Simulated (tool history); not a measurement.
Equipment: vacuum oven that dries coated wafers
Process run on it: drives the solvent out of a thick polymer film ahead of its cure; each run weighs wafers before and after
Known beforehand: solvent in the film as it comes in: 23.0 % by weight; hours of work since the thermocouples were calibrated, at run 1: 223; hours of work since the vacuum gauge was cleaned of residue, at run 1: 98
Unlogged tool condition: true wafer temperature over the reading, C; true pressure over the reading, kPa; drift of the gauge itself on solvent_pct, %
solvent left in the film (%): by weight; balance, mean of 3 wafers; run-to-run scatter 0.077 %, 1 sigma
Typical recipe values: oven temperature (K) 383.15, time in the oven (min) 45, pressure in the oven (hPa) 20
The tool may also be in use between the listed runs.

run	hour	oven temperature (K)	time in the oven (min)	pressure in the oven (hPa)	hours of work since the thermocouples were calibrated	hours of work since the vacuum gauge was cleaned of residue	solvent left in the film (%)
1	0	383.15	45	20	223	98	6.16
2	13.5	397.15	45	20	231	107	2.1
3	29.7	390.15	45	20	242	117	3.68
4	42.1	390.15	45	20	249	125	3.74
5	53.9	390.15	45	20	257	132	3.61
6	73.1	390.15	45	20	269	144	3.75
7	91.7	390.15	45	20	281	156	3.74
8	112.5	396.15	45	20	294	169	2.33
9	124.8	383.15	45	20	302	177	6.24
10	141.1	383.15	45	20	312	188	6.28
11	162.3	383.15	45	20	326	201	6.11
12	182.8	383.15	45	20	339	214	6.25
# hour 185.4: vacuum gauge cleaned of residue and calibrated
13	207.2	381.15	22	20	353	14	11.36
# hour 222.4: vacuum gauge cleaned of residue and calibrated, once more
14	229.1	381.15	22	20	366	4	11.3
15	246.1	381.15	22	20	377	15	11.46
16	267.1	381.15	22	20	390	28	11.4
17	290.5	386.15	77	38.5	405	43	4.79
18	308.3	383.15	54	69.4	416	55	9.92
19	321.5	393.15	77	17.3	425	63	1.62
20	337.7	393.15	77	17.3	435	73	1.64
21	348.2	372.15	41	59.6	442	80	15.14
22	360.6	384.15	45	70.1	449	88	10.39
23	377.7	383.15	61	35.4	460	99	6.25

For some of the steps in solvent left in the film (%) from one run to the next: how much would appear even if the tool had no hidden state, given the settings, what came in and random variation, and how much remains for the hidden state plus any gauge scatter that the measured result and the result without hidden state don't share?
Run 18 -> 19: oven temperature (K) 383.15 -> 393.15, time in the oven (min) 54 -> 77, pressure in the oven (hPa) 69.4 -> 17.3. solvent left in the film (%) -8.3: hidden state -0.41, all else -7.89.
Run 20 -> 21: oven temperature (K) 393.15 -> 372.15, time in the oven (min) 77 -> 41, pressure in the oven (hPa) 17.3 -> 59.6. solvent left in the film (%) +13.5: hidden state +0.42, all else +13.08.

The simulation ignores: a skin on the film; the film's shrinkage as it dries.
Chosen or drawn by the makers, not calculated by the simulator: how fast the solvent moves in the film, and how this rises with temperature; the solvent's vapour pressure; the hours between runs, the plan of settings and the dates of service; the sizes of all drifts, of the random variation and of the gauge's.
